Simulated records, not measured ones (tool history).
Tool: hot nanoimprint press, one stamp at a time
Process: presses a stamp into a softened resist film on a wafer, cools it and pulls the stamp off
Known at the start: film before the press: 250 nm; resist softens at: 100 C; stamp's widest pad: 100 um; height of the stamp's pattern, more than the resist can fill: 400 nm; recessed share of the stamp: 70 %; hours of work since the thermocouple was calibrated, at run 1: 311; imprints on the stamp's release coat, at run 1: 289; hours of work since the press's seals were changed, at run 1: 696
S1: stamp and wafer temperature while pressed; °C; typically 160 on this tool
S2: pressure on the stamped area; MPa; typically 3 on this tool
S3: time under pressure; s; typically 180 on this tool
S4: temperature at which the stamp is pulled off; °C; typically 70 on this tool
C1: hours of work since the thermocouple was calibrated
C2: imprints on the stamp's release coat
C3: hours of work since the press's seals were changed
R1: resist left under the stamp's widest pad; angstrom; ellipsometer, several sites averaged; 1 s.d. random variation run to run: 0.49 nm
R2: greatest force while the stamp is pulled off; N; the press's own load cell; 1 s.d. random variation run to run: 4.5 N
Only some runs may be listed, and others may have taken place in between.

run   hour   S1    S2   S3  S4   C1    C2   C3    R1   R2
  1      0  160     3  180  70  311   289  696   974  220
  2   12.9  150     3  180  70  318   315  703  1593  221
  3   42.6  153     3  180  70  335   375  719  1386  224
  4   68.8  153     3  180  70  349   427  734  1384  228
  5   81.7  153     3  180  70  356   453  741  1392  224
  6   97.3  153     3  180  70  364   484  749  1399  234
  7  123.9  168     3  180  70  379   538  764   637  227
  8  145.5  160     3  180  70  391   581  776   964  236
     158.3  -- plate thermocouple calibrated
  9  165.4  160     3  180  70    4   615  785   992  230
 10  189.4  160     3  180  70   17   663  798   994  229
 11  211.9  160     3  180  70   29   708  810   986  235
 12  238.3  160     3  180  70   44   761  825   995  229
 13  251.4  160     3  180  70   51   787  832   987  231
 14  276.5  160     3  180  70   65   838  846   995  235
 15  291.3  160     3  180  70   73   867  854   998  233
 16  308.3  149   4.2  162  62   82   901  863  1587  262
 17  323.1  149  1.93  162  62   90   931  871  1926  273
 18    346  149  1.93  162  62  103   977  884  1897  267
 19  373.8  149  1.93  162  62  118  1033  899  1920  270
 20  394.9  152     3  180  70  130  1075  911  1470  238
 21  411.6  152  3.36  128  66  139  1108  920  1589  246
 22  436.4  152  3.36  128  66  152  1158  933  1577  251

Forecast run 23:
 23  457.6  149  3.36  128  55  164  1200  945   ?   ?

{"run 23": {"R1": 1782, "R2": 312}}
The same run, on a tool lacking any hidden state, would have yielded R1 1787 angstrom, R2 287 N.

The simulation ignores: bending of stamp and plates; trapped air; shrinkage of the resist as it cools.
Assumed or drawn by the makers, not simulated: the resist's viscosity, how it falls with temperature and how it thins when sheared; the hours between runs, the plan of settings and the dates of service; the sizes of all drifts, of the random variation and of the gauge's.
